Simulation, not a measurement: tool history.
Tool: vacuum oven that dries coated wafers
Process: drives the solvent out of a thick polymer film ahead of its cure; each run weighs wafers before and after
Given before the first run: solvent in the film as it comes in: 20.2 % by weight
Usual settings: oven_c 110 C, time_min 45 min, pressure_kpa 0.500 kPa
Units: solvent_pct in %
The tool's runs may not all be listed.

{"run": 1, "day": 0.0, "oven_c": 110, "time_min": 45, "pressure_kpa": 0.5, "solvent_pct": 2.11}
{"run": 2, "day": 0.296, "oven_c": 110, "time_min": 45, "pressure_kpa": 0.5, "solvent_pct": 2.02}
{"run": 3, "day": 0.525, "oven_c": 110, "time_min": 45, "pressure_kpa": 0.5, "solvent_pct": 2.06}
{"run": 4, "day": 0.846, "oven_c": 110, "time_min": 45, "pressure_kpa": 0.5, "solvent_pct": 2.17}
{"run": 5, "day": 1.346, "oven_c": 110, "time_min": 45, "pressure_kpa": 0.5, "solvent_pct": 2.11}
{"run": 6, "day": 1.817, "oven_c": 110, "time_min": 45, "pressure_kpa": 0.5, "solvent_pct": 1.99}
{"run": 7, "day": 2.133, "oven_c": 99, "time_min": 45, "pressure_kpa": 0.5, "solvent_pct": 5.29}
{"day": 2.246, "done": "oven's thermocouples calibrated"}
{"run": 8, "day": 2.492, "oven_c": 99, "time_min": 45, "pressure_kpa": 0.5, "solvent_pct": 4.82}
{"run": 9, "day": 3.004, "oven_c": 99, "time_min": 45, "pressure_kpa": 0.5, "solvent_pct": 4.95}
{"run": 10, "day": 3.529, "oven_c": 113, "time_min": 54, "pressure_kpa": 0.28, "solvent_pct": 0.85}
{"run": 11, "day": 3.838, "oven_c": 101, "time_min": 64, "pressure_kpa": 0.834, "solvent_pct": 2.7}
{"run": 12, "day": 4.321, "oven_c": 100, "time_min": 30, "pressure_kpa": 0.698, "solvent_pct": 7.06}
{"run": 13, "day": 4.733, "oven_c": 112, "time_min": 49, "pressure_kpa": 0.977, "solvent_pct": 1.49}
{"run": 14, "day": 5.079, "oven_c": 99, "time_min": 49, "pressure_kpa": 0.977, "solvent_pct": 4.67}
{"run": 15, "day": 5.35, "oven_c": 99, "time_min": 49, "pressure_kpa": 0.977, "solvent_pct": 4.69}
{"day": 5.504, "done": "oven's thermocouples calibrated, once more"}
{"run": 16, "day": 5.821, "oven_c": 99, "time_min": 49, "pressure_kpa": 0.977, "solvent_pct": 5.28}
{"run": 17, "day": 6.167, "oven_c": 99, "time_min": 49, "pressure_kpa": 0.977, "solvent_pct": 5.32}

Below are 3 alternative next runs, each starting from the tool's condition after run 17. Predict each:
{"run": "A", "day": 6.633, "oven_c": 98, "time_min": 45, "pressure_kpa": 1.301, "solvent_pct": "?"}
{"run": "B", "day": 6.633, "oven_c": 119, "time_min": 43, "pressure_kpa": 1.929, "solvent_pct": "?"}
{"run": "C", "day": 6.633, "oven_c": 99, "time_min": 81, "pressure_kpa": 0.977, "solvent_pct": "?"}

run=A solvent_pct=6.23
run=B solvent_pct=1.45
run=C solvent_pct=2.84
With the hidden condition removed and each run's random variation left untouched, the same runs would have given:
run=A solvent_pct=6.16
run=B solvent_pct=1.39
run=C solvent_pct=2.73
